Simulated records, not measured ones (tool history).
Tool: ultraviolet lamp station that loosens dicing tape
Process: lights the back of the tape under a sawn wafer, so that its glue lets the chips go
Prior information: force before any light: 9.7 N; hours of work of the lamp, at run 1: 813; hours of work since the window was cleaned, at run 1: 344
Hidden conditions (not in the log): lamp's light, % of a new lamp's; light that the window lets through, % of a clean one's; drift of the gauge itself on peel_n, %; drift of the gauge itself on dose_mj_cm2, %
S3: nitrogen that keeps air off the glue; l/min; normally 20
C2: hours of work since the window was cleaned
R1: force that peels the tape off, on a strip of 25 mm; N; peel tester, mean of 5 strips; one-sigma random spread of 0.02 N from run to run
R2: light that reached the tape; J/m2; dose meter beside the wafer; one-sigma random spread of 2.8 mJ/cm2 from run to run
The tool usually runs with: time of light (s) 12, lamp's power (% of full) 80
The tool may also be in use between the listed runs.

run 1 hour=0.0 | time_of_light_(s)=12 lamp's_power_(%_of_full)=80 S3=20 | hours_of_work_of_the_lamp=813 C2=344 | R1=1.626 R2=2900
run 2 hour=30.0 | time_of_light_(s)=14 lamp's_power_(%_of_full)=80 S3=20 | hours_of_work_of_the_lamp=826 C2=356 | R1=1.240 R2=3290
run 3 hour=87.8 | time_of_light_(s)=14 lamp's_power_(%_of_full)=80 S3=20 | hours_of_work_of_the_lamp=850 C2=381 | R1=1.281 R2=3320
run 4 hour=118.3 | time_of_light_(s)=14 lamp's_power_(%_of_full)=80 S3=20 | hours_of_work_of_the_lamp=863 C2=394 | R1=1.314 R2=3230
run 5 hour=180.8 | time_of_light_(s)=14 lamp's_power_(%_of_full)=80 S3=20 | hours_of_work_of_the_lamp=890 C2=420 | R1=1.326 R2=3200
run 6 hour=226.1 | time_of_light_(s)=12 lamp's_power_(%_of_full)=80 S3=20 | hours_of_work_of_the_lamp=909 C2=440 | R1=1.842 R2=2740
run 7 hour=278.7 | time_of_light_(s)=12 lamp's_power_(%_of_full)=80 S3=20 | hours_of_work_of_the_lamp=931 C2=462 | R1=1.793 R2=2670
run 8 hour=327.1 | time_of_light_(s)=12 lamp's_power_(%_of_full)=76 S3=20 | hours_of_work_of_the_lamp=952 C2=482 | R1=1.988 R2=2510
run 9 hour=356.6 | time_of_light_(s)=12 lamp's_power_(%_of_full)=80 S3=20 | hours_of_work_of_the_lamp=964 C2=495 | R1=1.868 R2=2630
run 10 hour=393.6 | time_of_light_(s)=12 lamp's_power_(%_of_full)=80 S3=20 | hours_of_work_of_the_lamp=980 C2=511 | R1=1.865 R2=2610
run 11 hour=464.8 | time_of_light_(s)=12 lamp's_power_(%_of_full)=80 S3=20 | hours_of_work_of_the_lamp=1010 C2=541 | R1=1.991 R2=2570
run 12 hour=521.6 | time_of_light_(s)=12 lamp's_power_(%_of_full)=80 S3=20 | hours_of_work_of_the_lamp=1034 C2=565 | R1=1.967 R2=2510
-- hour=551.2 window cleaned of glue's vapour
run 13 hour=557.4 | time_of_light_(s)=12 lamp's_power_(%_of_full)=80 S3=20 | hours_of_work_of_the_lamp=1049 C2=3 | R1=2.223 R2=2270
run 14 hour=614.3 | time_of_light_(s)=18 lamp's_power_(%_of_full)=89 S3=35 | hours_of_work_of_the_lamp=1073 C2=27 | R1=0.747 R2=3750
run 15 hour=684.4 | time_of_light_(s)=9 lamp's_power_(%_of_full)=89 S3=14 | hours_of_work_of_the_lamp=1103 C2=57 | R1=3.475 R2=1830
run 16 hour=741.8 | time_of_light_(s)=12 lamp's_power_(%_of_full)=97 S3=20 | hours_of_work_of_the_lamp=1127 C2=81 | R1=1.781 R2=2600
-- hour=747.3 window cleaned of glue's vapour, once more
run 17 hour=783.6 | time_of_light_(s)=20 lamp's_power_(%_of_full)=97 S3=31 | hours_of_work_of_the_lamp=1145 C2=15 | R1=0.326 R2=5830
run 18 hour=838.8 | time_of_light_(s)=20 lamp's_power_(%_of_full)=97 S3=31 | hours_of_work_of_the_lamp=1168 C2=39 | R1=0.330 R2=5790
run 19 hour=876.6 | time_of_light_(s)=6 lamp's_power_(%_of_full)=84 S3=33 | hours_of_work_of_the_lamp=1184 C2=55 | R1=3.367 R2=1440
run 20 hour=945.4 | time_of_light_(s)=13 lamp's_power_(%_of_full)=95 S3=13 | hours_of_work_of_the_lamp=1213 C2=84 | R1=1.341 R2=3590
run 21 hour=1000.6 | time_of_light_(s)=13 lamp's_power_(%_of_full)=95 S3=13 | hours_of_work_of_the_lamp=1237 C2=107 | R1=1.339 R2=3510
run 22 hour=1043.5 | time_of_light_(s)=12 lamp's_power_(%_of_full)=80 S3=10 | hours_of_work_of_the_lamp=1255 C2=126 | R1=2.336 R2=2750
run 23 hour=1074.6 | time_of_light_(s)=12 lamp's_power_(%_of_full)=76 S3=27 | hours_of_work_of_the_lamp=1268 C2=139 | R1=1.699 R2=2570

Predict each of these 5 candidate next runs independently; none follows another, all start after run 23:
run A hour=1143.6 | time_of_light_(s)=7 lamp's_power_(%_of_full)=80 S3=20 | hours_of_work_of_the_lamp=1297 C2=168 | R1=? R2=?
run B hour=1143.6 | time_of_light_(s)=11 lamp's_power_(%_of_full)=80 S3=30 | hours_of_work_of_the_lamp=1297 C2=168 | R1=? R2=?
run C hour=1143.6 | time_of_light_(s)=9 lamp's_power_(%_of_full)=76 S3=27 | hours_of_work_of_the_lamp=1297 C2=168 | R1=? R2=?
run D hour=1143.6 | time_of_light_(s)=12 lamp's_power_(%_of_full)=80 S3=35 | hours_of_work_of_the_lamp=1297 C2=168 | R1=? R2=?
run E hour=1143.6 | time_of_light_(s)=12 lamp's_power_(%_of_full)=100 S3=20 | hours_of_work_of_the_lamp=1297 C2=168 | R1=? R2=?

run=A R1=3.570 R2=1560
run=B R1=1.756 R2=2450
run=C R1=2.656 R2=1860
run=D R1=1.487 R2=2620
run=E R1=1.251 R2=3330
What these runs would have given with no unlogged condition in the tool:
run=A R1=2.359 R2=2230
run=B R1=0.918 R2=3500
run=C R1=1.567 R2=2670
run=D R1=0.739 R2=3750
run=E R1=0.600 R2=4760
